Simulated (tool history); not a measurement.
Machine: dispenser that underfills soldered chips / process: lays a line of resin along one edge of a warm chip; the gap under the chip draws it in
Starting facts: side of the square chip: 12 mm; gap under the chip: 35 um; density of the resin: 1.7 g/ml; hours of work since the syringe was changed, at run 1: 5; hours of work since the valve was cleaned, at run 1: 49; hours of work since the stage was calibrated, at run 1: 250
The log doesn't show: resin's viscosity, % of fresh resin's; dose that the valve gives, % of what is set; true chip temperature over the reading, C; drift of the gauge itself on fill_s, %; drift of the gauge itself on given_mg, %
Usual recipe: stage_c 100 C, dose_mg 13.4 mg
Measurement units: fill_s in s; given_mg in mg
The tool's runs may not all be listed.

run,day,stage_c,dose_mg,hours of work since the syringe was changed,hours of work since the valve was cleaned,hours of work since the stage was calibrated,fill_s,given_mg
1,0.000,100,13.4,5,49,250,415.7,13.24
# day 0.221: new syringe of resin
2,0.462,114,13.4,4,56,258,272.3,13.21
# day 0.733: new syringe of resin
3,0.933,100,13.4,3,64,266,392.3,13.15
# day 1.221: new syringe of resin
4,1.329,100,13.4,2,71,272,361.9,13.13
# day 1.458: dispensing valve cleaned and set on the balance
5,1.567,100,13.4,5,2,276,426.2,13.42
# day 1.762: new syringe of resin
6,2.000,100,13.4,4,9,283,398.6,13.36
# day 2.279: new syringe of resin
7,2.446,100,13.4,3,16,290,381.1,13.31
# day 2.783: new syringe of resin
8,2.783,100,16.8,0,22,296,318.5,16.72
# day 3.267: new syringe of resin
9,3.267,100,12.6,0,30,304,328.0,12.54
10,3.475,100,13.4,4,33,307,378.9,13.26
# day 3.754: new syringe of resin
11,3.858,100,16.0,2,40,314,357.2,15.82
# day 3.921: stage's temperature calibrated
# day 4.283: new syringe of resin
12,4.304,100,16.0,0,46,6,345.8,15.79
13,4.658,100,16.0,6,52,12,453.3,15.75
# day 4.792: new syringe of resin
14,5.012,86,12.7,4,58,18,632.4,12.45
# day 5.283: new syringe of resin
15,5.446,94,15.1,3,65,25,473.9,14.80
16,5.696,108,12.3,7,70,29,395.1,12.04
# day 5.767: new syringe of resin
# day 5.908: dispensing valve cleaned and set on the balance
17,6.042,110,15.7,4,2,34,313.0,15.73
# day 6.312: new syringe of resin
18,6.392,110,15.7,1,8,40,272.4,15.64
19,6.733,110,15.7,7,14,46,363.8,15.61
# day 6.804: new syringe of resin
20,7.058,110,15.7,4,19,51,313.0,15.52

Run 21, settings as shown, results not yet in. Your forecast:
# day 7.292: new syringe of resin
21,7.421,94,13.2,2,25,57,?,?

{"run 21": {"fill_s": 471.5, "given_mg": 13.02}}
Had the tool carried no hidden state, the very same run would have given fill_s 424.4 s, given_mg 13.15 mg.
